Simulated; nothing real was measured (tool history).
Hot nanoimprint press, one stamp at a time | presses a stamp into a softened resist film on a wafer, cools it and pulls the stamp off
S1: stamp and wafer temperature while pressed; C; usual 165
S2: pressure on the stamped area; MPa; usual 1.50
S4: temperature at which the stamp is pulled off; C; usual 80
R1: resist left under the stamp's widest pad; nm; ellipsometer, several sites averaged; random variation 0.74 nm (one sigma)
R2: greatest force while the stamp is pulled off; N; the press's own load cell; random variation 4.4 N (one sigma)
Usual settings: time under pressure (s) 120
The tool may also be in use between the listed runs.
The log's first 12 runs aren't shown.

{"run": 13, "hour": 106.6, "S1": 165, "S2": 1.5, "time under pressure (s)": 120, "S4": 73, "R1": 190.7, "R2": 252}
{"run": 14, "hour": 111.5, "S1": 165, "S2": 1.5, "time under pressure (s)": 120, "S4": 73, "R1": 189.6, "R2": 251}
{"run": 15, "hour": 119.3, "S1": 165, "S2": 1.5, "time under pressure (s)": 120, "S4": 73, "R1": 191.0, "R2": 260}
{"run": 16, "hour": 125.2, "S1": 165, "S2": 1.5, "time under pressure (s)": 120, "S4": 73, "R1": 190.9, "R2": 259}
{"run": 17, "hour": 130.6, "S1": 176, "S2": 2.15, "time under pressure (s)": 120, "S4": 80, "R1": 113.2, "R2": 241}
{"run": 18, "hour": 138.4, "S1": 156, "S2": 1.67, "time under pressure (s)": 120, "S4": 82, "R1": 235.9, "R2": 233}
{"run": 19, "hour": 149.2, "S1": 156, "S2": 1.08, "time under pressure (s)": 120, "S4": 83, "R1": 282.3, "R2": 241}
{"run": 20, "hour": 158.9, "S1": 165, "S2": 1.92, "time under pressure (s)": 119, "S4": 68, "R1": 169.5, "R2": 279}
{"run": 21, "hour": 165.5, "S1": 165, "S2": 1.92, "time under pressure (s)": 119, "S4": 68, "R1": 169.5, "R2": 273}
{"run": 22, "hour": 176.1, "S1": 176, "S2": 1.36, "time under pressure (s)": 115, "S4": 68, "R1": 149.9, "R2": 272}
{"run": 23, "hour": 187.6, "S1": 176, "S2": 1.36, "time under pressure (s)": 115, "S4": 68, "R1": 149.5, "R2": 278}
{"run": 24, "hour": 195.7, "S1": 176, "S2": 1.36, "time under pressure (s)": 115, "S4": 68, "R1": 148.9, "R2": 280}
{"run": 25, "hour": 201.6, "S1": 165, "S2": 1.39, "time under pressure (s)": 73, "S4": 80, "R1": 232.6, "R2": 250}
{"run": 26, "hour": 209.5, "S1": 160, "S2": 1.5, "time under pressure (s)": 141, "S4": 72, "R1": 209.8, "R2": 277}
{"run": 27, "hour": 215.4, "S1": 167, "S2": 1.57, "time under pressure (s)": 120, "S4": 84, "R1": 177.7, "R2": 252}
{"run": 28, "hour": 223.9, "S1": 167, "S2": 1.16, "time under pressure (s)": 120, "S4": 88, "R1": 205.7, "R2": 235}
{"run": 29, "hour": 231.1, "S1": 171, "S2": 1.16, "time under pressure (s)": 224, "S4": 88, "R1": 146.8, "R2": 242}
{"run": 30, "hour": 238.6, "S1": 171, "S2": 1.16, "time under pressure (s)": 224, "S4": 88, "R1": 146.8, "R2": 238}

4 ways to go on from here, each from the tool as it stands after run 30. What would each give?
{"run": "A", "hour": 244.4, "S1": 158, "S2": 1.36, "time under pressure (s)": 224, "S4": 88, "R1": "?", "R2": "?"}
{"run": "B", "hour": 244.4, "S1": 155, "S2": 1.16, "time under pressure (s)": 224, "S4": 88, "R1": "?", "R2": "?"}
{"run": "C", "hour": 244.4, "S1": 165, "S2": 1.5, "time under pressure (s)": 110, "S4": 66, "R1": "?", "R2": "?"}
{"run": "D", "hour": 244.4, "S1": 173, "S2": 2.08, "time under pressure (s)": 120, "S4": 82, "R1": "?", "R2": "?"}

run=A R1=202.6 R2=244
run=B R1=237.8 R2=235
run=C R1=197.3 R2=308
run=D R1=127.3 R2=253
Without the tool's hidden state the same runs would have given:
run=A R1=195.9 R2=201
run=B R1=230.6 R2=194
run=C R1=191.3 R2=254
run=D R1=123.1 R2=208
